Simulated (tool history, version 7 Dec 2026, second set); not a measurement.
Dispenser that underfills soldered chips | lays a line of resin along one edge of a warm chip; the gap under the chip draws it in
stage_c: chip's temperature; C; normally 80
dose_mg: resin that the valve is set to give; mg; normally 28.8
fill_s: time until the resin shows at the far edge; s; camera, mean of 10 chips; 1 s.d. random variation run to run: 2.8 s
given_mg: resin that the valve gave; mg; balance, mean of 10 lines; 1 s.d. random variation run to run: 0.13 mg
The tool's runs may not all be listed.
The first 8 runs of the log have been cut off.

{"run": 9, "day": 2.758, "stage_c": 80, "dose_mg": 27.2, "fill_s": 363.3, "given_mg": 26.36}
{"day": 2.804, "done": "new syringe of resin"}
{"day": 3.096, "done": "new syringe of resin"}
{"run": 10, "day": 3.096, "stage_c": 84, "dose_mg": 28.8, "fill_s": 231.6, "given_mg": 28.19}
{"run": 11, "day": 3.312, "stage_c": 75, "dose_mg": 28.8, "fill_s": 454.1, "given_mg": 27.87}
{"day": 3.396, "done": "new syringe of resin"}
{"day": 3.683, "done": "new syringe of resin"}
{"run": 12, "day": 3.767, "stage_c": 75, "dose_mg": 28.8, "fill_s": 389.3, "given_mg": 27.67}
{"day": 3.979, "done": "new syringe of resin"}
{"run": 13, "day": 4.083, "stage_c": 80, "dose_mg": 28.8, "fill_s": 309.1, "given_mg": 27.44}
{"day": 4.292, "done": "new syringe of resin"}
{"run": 14, "day": 4.346, "stage_c": 80, "dose_mg": 28.8, "fill_s": 305.9, "given_mg": 27.6}
{"day": 4.583, "done": "new syringe of resin"}
{"run": 15, "day": 4.733, "stage_c": 80, "dose_mg": 28.8, "fill_s": 322.4, "given_mg": 27.13}
{"day": 4.871, "done": "new syringe of resin"}
{"day": 5.171, "done": "new syringe of resin"}
{"run": 16, "day": 5.175, "stage_c": 80, "dose_mg": 28.8, "fill_s": 284.1, "given_mg": 27.18}
{"run": 17, "day": 5.379, "stage_c": 80, "dose_mg": 26.9, "fill_s": 350.8, "given_mg": 25.25}
{"day": 5.467, "done": "new syringe of resin"}
{"day": 5.762, "done": "new syringe of resin"}
{"run": 18, "day": 5.8, "stage_c": 80, "dose_mg": 26.9, "fill_s": 305.1, "given_mg": 25.06}
{"day": 6.062, "done": "new syringe of resin"}
{"run": 19, "day": 6.062, "stage_c": 78, "dose_mg": 26.9, "fill_s": 324.5, "given_mg": 25.07}
{"run": 20, "day": 6.279, "stage_c": 80, "dose_mg": 35.4, "fill_s": 348, "given_mg": 32.65}
{"day": 6.354, "done": "new syringe of resin"}
{"day": 6.454, "done": "dispensing valve cleaned and set on the balance"}
{"run": 21, "day": 6.638, "stage_c": 80, "dose_mg": 35.4, "fill_s": 359.8, "given_mg": 35.45}
{"day": 6.708, "done": "new syringe of resin"}
{"day": 7.029, "done": "new syringe of resin"}
{"run": 22, "day": 7.075, "stage_c": 89, "dose_mg": 24.7, "fill_s": 200.1, "given_mg": 24.42}
{"day": 7.321, "done": "new syringe of resin"}
{"run": 23, "day": 7.521, "stage_c": 89, "dose_mg": 24.7, "fill_s": 231, "given_mg": 24.36}
{"day": 7.629, "done": "new syringe of resin"}
{"run": 24, "day": 7.812, "stage_c": 89, "dose_mg": 24.7, "fill_s": 227.3, "given_mg": 24.18}
{"day": 7.917, "done": "new syringe of resin"}
{"run": 25, "day": 8.046, "stage_c": 66, "dose_mg": 29.2, "fill_s": 687, "given_mg": 28.34}
{"day": 8.221, "done": "new syringe of resin"}
{"run": 26, "day": 8.479, "stage_c": 66, "dose_mg": 29.2, "fill_s": 800.2, "given_mg": 28.17}
{"day": 8.533, "done": "new syringe of resin"}
{"day": 8.821, "done": "new syringe of resin"}
{"run": 27, "day": 8.929, "stage_c": 87, "dose_mg": 31.4, "fill_s": 229.4, "given_mg": 30.34}
{"day": 9.125, "done": "new syringe of resin"}
{"run": 28, "day": 9.262, "stage_c": 77, "dose_mg": 35.9, "fill_s": 375, "given_mg": 34.19}

Expected results for the next run?
{"day": 9.417, "done": "new syringe of resin"}
{"run": 29, "day": 9.542, "stage_c": 80, "dose_mg": 34.1, "fill_s": "?", "given_mg": "?"}

Run 29 came out at fill_s 314.5 s, given_mg 32.75 mg.
The same run, on a tool lacking any hidden state, would have yielded fill_s 270 s, given_mg 34.32 mg.
